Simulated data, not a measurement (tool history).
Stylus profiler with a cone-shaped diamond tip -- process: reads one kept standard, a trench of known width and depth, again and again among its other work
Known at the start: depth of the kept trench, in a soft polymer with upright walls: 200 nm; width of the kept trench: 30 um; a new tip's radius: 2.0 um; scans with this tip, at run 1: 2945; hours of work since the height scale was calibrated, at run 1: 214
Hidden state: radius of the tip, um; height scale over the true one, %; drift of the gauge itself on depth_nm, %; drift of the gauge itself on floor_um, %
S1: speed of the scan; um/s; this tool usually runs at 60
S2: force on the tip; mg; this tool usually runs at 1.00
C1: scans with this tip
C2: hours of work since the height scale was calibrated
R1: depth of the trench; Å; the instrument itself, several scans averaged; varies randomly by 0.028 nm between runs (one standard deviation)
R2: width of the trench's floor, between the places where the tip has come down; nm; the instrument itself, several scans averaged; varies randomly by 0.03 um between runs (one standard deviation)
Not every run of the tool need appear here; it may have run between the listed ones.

{"run": 1, "hour": 0.0, "S1": 60, "S2": 1.0, "C1": 2945, "C2": 214, "R1": 2014.9, "R2": 27650}
{"run": 2, "hour": 90.7, "S1": 60, "S2": 0.58, "C1": 3808, "C2": 277, "R1": 2010.4, "R2": 27470}
{"run": 3, "hour": 165.9, "S1": 60, "S2": 1.0, "C1": 4522, "C2": 329, "R1": 2015.0, "R2": 27630}
{"run": 4, "hour": 209.0, "S1": 60, "S2": 1.0, "C1": 4932, "C2": 358, "R1": 2014.6, "R2": 27660}
{"run": 5, "hour": 279.3, "S1": 60, "S2": 1.0, "C1": 5600, "C2": 407, "R1": 2015.4, "R2": 27680}
{"run": 6, "hour": 380.8, "S1": 60, "S2": 1.0, "C1": 6565, "C2": 477, "R1": 2015.3, "R2": 27640}
{"run": 7, "hour": 428.1, "S1": 60, "S2": 1.0, "C1": 7014, "C2": 510, "R1": 2015.5, "R2": 27630}
{"run": 8, "hour": 516.3, "S1": 60, "S2": 1.0, "C1": 7853, "C2": 571, "R1": 2015.0, "R2": 27680}
{"run": 9, "hour": 601.9, "S1": 60, "S2": 1.0, "C1": 8667, "C2": 630, "R1": 2015.1, "R2": 27610}
{"run": 10, "hour": 688.3, "S1": 17, "S2": 1.0, "C1": 9488, "C2": 689, "R1": 2014.8, "R2": 28040}
{"run": 11, "hour": 787.5, "S1": 60, "S2": 1.0, "C1": 10432, "C2": 758, "R1": 2015.4, "R2": 27670}
{"hour": 862.9, "done": "new tip fitted, height scale calibrated"}
{"run": 12, "hour": 862.9, "S1": 60, "S2": 0.41, "C1": 0, "C2": 0, "R1": 2008.2, "R2": 27310}
{"run": 13, "hour": 938.3, "S1": 35, "S2": 2.24, "C1": 716, "C2": 52, "R1": 2025.5, "R2": 28000}
{"run": 14, "hour": 1010.1, "S1": 99, "S2": 1.73, "C1": 1398, "C2": 102, "R1": 2021.5, "R2": 27470}
{"run": 15, "hour": 1074.1, "S1": 99, "S2": 1.73, "C1": 2008, "C2": 146, "R1": 2021.5, "R2": 27510}
{"run": 16, "hour": 1132.0, "S1": 99, "S2": 1.34, "C1": 2558, "C2": 186, "R1": 2018.5, "R2": 27390}
{"run": 17, "hour": 1193.4, "S1": 132, "S2": 1.41, "C1": 3141, "C2": 228, "R1": 2018.7, "R2": 27140}
{"run": 18, "hour": 1274.9, "S1": 127, "S2": 1.78, "C1": 3916, "C2": 285, "R1": 2022.0, "R2": 27290}
{"run": 19, "hour": 1340.0, "S1": 119, "S2": 1.74, "C1": 4535, "C2": 330, "R1": 2022.3, "R2": 27350}
{"run": 20, "hour": 1429.9, "S1": 137, "S2": 1.0, "C1": 5390, "C2": 392, "R1": 2014.9, "R2": 26890}
{"run": 21, "hour": 1516.9, "S1": 137, "S2": 1.0, "C1": 6216, "C2": 452, "R1": 2015.2, "R2": 26880}
{"run": 22, "hour": 1607.8, "S1": 187, "S2": 1.06, "C1": 7081, "C2": 515, "R1": 2015.7, "R2": 26410}

Branching from run 22: 3 alternative next runs. What would each branch give?
{"run": "A", "hour": 1679.6, "S1": 187, "S2": 2.0, "C1": 7764, "C2": 564, "R1": "?", "R2": "?"}
{"run": "B", "hour": 1679.6, "S1": 60, "S2": 1.05, "C1": 7764, "C2": 564, "R1": "?", "R2": "?"}
{"run": "C", "hour": 1679.6, "S1": 20, "S2": 1.58, "C1": 7764, "C2": 564, "R1": "?", "R2": "?"}

run=A R1=2024.3 R2=26930
run=B R1=2015.5 R2=27600
run=C R1=2020.9 R2=28080
Without the tool's hidden state the same runs would have given:
run=A R1=2024.3 R2=26940
run=B R1=2015.5 R2=27610
run=C R1=2020.9 R2=28100

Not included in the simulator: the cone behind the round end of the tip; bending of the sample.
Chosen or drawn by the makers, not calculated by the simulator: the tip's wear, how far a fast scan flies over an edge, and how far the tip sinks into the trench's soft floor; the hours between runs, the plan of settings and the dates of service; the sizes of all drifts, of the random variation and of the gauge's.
